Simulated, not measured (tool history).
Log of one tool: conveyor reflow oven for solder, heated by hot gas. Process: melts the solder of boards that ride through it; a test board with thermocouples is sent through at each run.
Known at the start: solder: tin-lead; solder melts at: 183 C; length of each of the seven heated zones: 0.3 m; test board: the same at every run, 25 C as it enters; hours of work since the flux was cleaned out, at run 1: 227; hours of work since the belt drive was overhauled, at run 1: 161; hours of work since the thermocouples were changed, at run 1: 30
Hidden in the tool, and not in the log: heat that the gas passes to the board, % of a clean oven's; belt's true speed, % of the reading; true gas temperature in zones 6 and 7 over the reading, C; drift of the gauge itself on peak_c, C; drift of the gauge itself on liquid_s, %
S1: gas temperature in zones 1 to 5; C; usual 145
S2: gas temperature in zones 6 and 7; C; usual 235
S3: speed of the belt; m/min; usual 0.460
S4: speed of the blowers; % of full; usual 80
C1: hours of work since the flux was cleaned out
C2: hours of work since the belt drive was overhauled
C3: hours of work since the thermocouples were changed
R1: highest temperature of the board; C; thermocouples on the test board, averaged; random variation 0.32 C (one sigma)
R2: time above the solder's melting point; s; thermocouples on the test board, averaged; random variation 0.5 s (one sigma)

run   hour   S1   S2     S3  S4   C1   C2   C3     R1    R2
  1    0.0  145  235  0.460  80  227  161   30  219.7  62.5
  2    8.0  145  235  0.460  80  232  166   35  219.7  62.3
  3   13.6  145  224  0.460  80  235  169   38  211.1  54.4
  4   19.2  145  227  0.460  80  238  172   41  212.7  57.1
  5   27.1  145  227  0.460  80  243  177   46  212.5  57.0
  6   34.1  145  227  0.460  80  247  181   50  212.5  57.3
  7   42.2  145  227  0.460  80  252  186   55  212.8  56.9
  8   51.6  145  235  0.460  80  258  192   61  219.3  63.2
  9   57.2  145  235  0.460  80  261  195   64  219.5  62.4
 10   63.9  145  235  0.460  80  265  199   68  219.3  63.4
 11   69.7  145  235  0.460  80  268  202   71  219.2  63.1
 12   78.3  145  235  0.460  80  273  208   77  220.1  62.9
 13   86.3  145  249  0.455  80  278  212   81  232.1  70.6
 14   91.4  145  249  0.455  56  281  215   84  224.3  66.2
 15   99.4  145  235  0.398  50  286  220   89  214.9  67.8
 16  107.6  141  235  0.401  66  291  225   94  219.5  70.6
 17  112.9  141  235  0.401  66  294  228   97  219.4  71.4
 18  120.2  141  235  0.401  66  298  232  101  219.5  71.2
 19  127.8  141  235  0.401  66  303  237  106  219.1  69.9
 20  133.0  152  235  0.487  51  306  240  109  209.2  51.4
 21  141.5  145  235  0.519  76  311  245  114  214.6  51.1
 22  146.3  133  238  0.470  60  314  248  117  211.8  50.2
 23  154.1  133  238  0.470  60  318  253  122  212.0  50.1

4 ways to go on from here, each from the tool as it stands after run 23. What would each give?
  A  161.4  141  238  0.378  86  323  257  126   ?   ?
  B  161.4  145  246  0.370  80  323  257  126   ?   ?
  C  161.4  145  235  0.488  83  323  257  126   ?   ?
  D  161.4  145  229  0.460  80  323  257  126   ?   ?

run     R1    R2
  A  227.9  82.7
  B  235.5  89.9
  C  218.7  58.3
  D  214.2  59.2
Without the tool's hidden state the same runs would have given:
run     R1    R2
  A  228.0  82.7
  B  235.5  89.9
  C  218.7  58.3
  D  214.3  59.3

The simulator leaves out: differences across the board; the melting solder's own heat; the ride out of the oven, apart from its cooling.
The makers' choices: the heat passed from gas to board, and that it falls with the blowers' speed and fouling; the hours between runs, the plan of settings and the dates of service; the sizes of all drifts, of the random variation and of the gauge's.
